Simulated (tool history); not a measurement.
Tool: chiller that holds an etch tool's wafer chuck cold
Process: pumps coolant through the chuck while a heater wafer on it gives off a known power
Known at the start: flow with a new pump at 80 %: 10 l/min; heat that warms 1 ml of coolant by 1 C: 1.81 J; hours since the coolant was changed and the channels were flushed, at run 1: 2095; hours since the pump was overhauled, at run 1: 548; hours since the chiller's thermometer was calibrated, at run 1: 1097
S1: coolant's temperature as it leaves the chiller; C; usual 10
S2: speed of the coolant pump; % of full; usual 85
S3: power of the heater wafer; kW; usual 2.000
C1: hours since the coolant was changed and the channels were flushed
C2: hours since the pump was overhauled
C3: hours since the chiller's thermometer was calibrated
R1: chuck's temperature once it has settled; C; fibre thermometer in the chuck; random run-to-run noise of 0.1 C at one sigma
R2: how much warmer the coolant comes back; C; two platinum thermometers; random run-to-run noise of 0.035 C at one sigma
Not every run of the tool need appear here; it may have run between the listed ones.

{"run": 1, "hour": 0.0, "S1": 10, "S2": 85, "S3": 2.0, "C1": 2095, "C2": 548, "C3": 1097, "R1": 31.3, "R2": 6.14}
{"run": 2, "hour": 63.0, "S1": 10, "S2": 61, "S3": 2.0, "C1": 2158, "C2": 612, "C3": 1160, "R1": 35.3, "R2": 8.72}
{"run": 3, "hour": 105.2, "S1": 10, "S2": 61, "S3": 2.0, "C1": 2200, "C2": 654, "C3": 1202, "R1": 35.3, "R2": 8.69}
{"run": 4, "hour": 170.9, "S1": 10, "S2": 61, "S3": 2.0, "C1": 2266, "C2": 719, "C3": 1268, "R1": 35.1, "R2": 8.74}
{"run": 5, "hour": 232.6, "S1": 10, "S2": 61, "S3": 2.0, "C1": 2327, "C2": 781, "C3": 1330, "R1": 35.3, "R2": 8.66}
{"run": 6, "hour": 312.2, "S1": 10, "S2": 61, "S3": 2.0, "C1": 2407, "C2": 861, "C3": 1409, "R1": 35.1, "R2": 8.63}
{"run": 7, "hour": 349.6, "S1": 10, "S2": 61, "S3": 2.0, "C1": 2444, "C2": 898, "C3": 1446, "R1": 35.3, "R2": 8.58}
{"run": 8, "hour": 395.8, "S1": 10, "S2": 61, "S3": 2.0, "C1": 2491, "C2": 944, "C3": 1493, "R1": 35.3, "R2": 8.56}
{"run": 9, "hour": 475.9, "S1": 10, "S2": 84, "S3": 2.0, "C1": 2571, "C2": 1024, "C3": 1573, "R1": 31.2, "R2": 6.19}
{"run": 10, "hour": 559.0, "S1": 10, "S2": 85, "S3": 2.0, "C1": 2654, "C2": 1107, "C3": 1656, "R1": 31.2, "R2": 6.09}
{"run": 11, "hour": 630.7, "S1": 10, "S2": 85, "S3": 2.0, "C1": 2725, "C2": 1179, "C3": 1728, "R1": 31.2, "R2": 6.07}
{"run": 12, "hour": 672.7, "S1": 10, "S2": 85, "S3": 2.0, "C1": 2767, "C2": 1221, "C3": 1770, "R1": 31.2, "R2": 6.05}
{"run": 13, "hour": 728.1, "S1": 10, "S2": 95, "S3": 2.0, "C1": 2823, "C2": 1277, "C3": 1825, "R1": 30.2, "R2": 5.44}
{"run": 14, "hour": 764.9, "S1": 10, "S2": 85, "S3": 2.0, "C1": 2860, "C2": 1313, "C3": 1862, "R1": 31.2, "R2": 6.0}
{"run": 15, "hour": 804.7, "S1": 10, "S2": 72, "S3": 2.0, "C1": 2899, "C2": 1353, "C3": 1902, "R1": 33.3, "R2": 7.2}
{"run": 16, "hour": 883.5, "S1": 16, "S2": 85, "S3": 2.0, "C1": 2978, "C2": 1432, "C3": 1980, "R1": 37.2, "R2": 6.04}
{"run": 17, "hour": 943.9, "S1": 18, "S2": 98, "S3": 2.0, "C1": 3039, "C2": 1492, "C3": 2041, "R1": 37.9, "R2": 5.1}
{"run": 18, "hour": 1011.6, "S1": 7, "S2": 77, "S3": 1.979, "C1": 3106, "C2": 1560, "C3": 2109, "R1": 29.1, "R2": 6.56}
{"run": 19, "hour": 1085.6, "S1": 15, "S2": 84, "S3": 2.708, "C1": 3180, "C2": 1634, "C3": 2183, "R1": 43.9, "R2": 8.29}
{"run": 20, "hour": 1167.2, "S1": 15, "S2": 84, "S3": 2.708, "C1": 3262, "C2": 1716, "C3": 2264, "R1": 43.9, "R2": 8.26}
{"run": 21, "hour": 1234.5, "S1": 0, "S2": 86, "S3": 1.936, "C1": 3329, "C2": 1783, "C3": 2331, "R1": 20.3, "R2": 5.61}
{"run": 22, "hour": 1294.4, "S1": 10, "S2": 79, "S3": 1.546, "C1": 3389, "C2": 1843, "C3": 2391, "R1": 27.1, "R2": 4.83}
{"run": 23, "hour": 1339.6, "S1": 9, "S2": 85, "S3": 2.0, "C1": 3434, "C2": 1888, "C3": 2437, "R1": 30.3, "R2": 5.91}
{"run": 24, "hour": 1420.9, "S1": 13, "S2": 84, "S3": 1.039, "C1": 3516, "C2": 1969, "C3": 2518, "R1": 24.1, "R2": 2.91}
{"run": 25, "hour": 1457.6, "S1": 14, "S2": 67, "S3": 2.239, "C1": 3552, "C2": 2006, "C3": 2555, "R1": 41.1, "R2": 8.47}
{"run": 26, "hour": 1520.0, "S1": 10, "S2": 97, "S3": 1.554, "C1": 3615, "C2": 2068, "C3": 2617, "R1": 25.4, "R2": 3.81}
{"run": 27, "hour": 1604.9, "S1": 10, "S2": 82, "S3": 2.788, "C1": 3700, "C2": 2153, "C3": 2702, "R1": 40.2, "R2": 8.64}
{"run": 28, "hour": 1675.1, "S1": 13, "S2": 79, "S3": 2.841, "C1": 3770, "C2": 2224, "C3": 2772, "R1": 44.4, "R2": 9.13}

For each run, the measured value with the value that run would have given without the tool's hidden condition subtracted. The run-to-run variation is shared by both, the gauge scatter possibly not:
What the log doesn't record here: heat passed by the chuck's channels, % of clean ones'; flow at a given pump speed, % of a new pump's; coolant's true temperature over the reading, C; drift of the gauge itself on chuck_c, C; drift of the gauge itself on warmer_back_c, C.
run=1 R2=+0.00
run=2 R2=-0.02
run=3 R2=-0.03
run=4 R2=-0.05
run=5 R2=-0.07
run=6 R2=-0.08
run=7 R2=-0.10
run=8 R2=-0.10
run=9 R2=-0.13
run=10 R2=-0.15
run=11 R2=-0.17
run=12 R2=-0.18
run=13 R2=-0.19
run=14 R2=-0.20
run=15 R2=-0.21
run=16 R2=-0.23
run=17 R2=-0.25
run=18 R2=-0.27
run=19 R2=-0.29
run=20 R2=-0.31
run=21 R2=-0.33
run=22 R2=-0.35
run=23 R2=-0.36
run=24 R2=-0.38
run=25 R2=-0.39
run=26 R2=-0.41
run=27 R2=-0.43
run=28 R2=-0.45
R1: within 0.1 C of the measured result in every run.
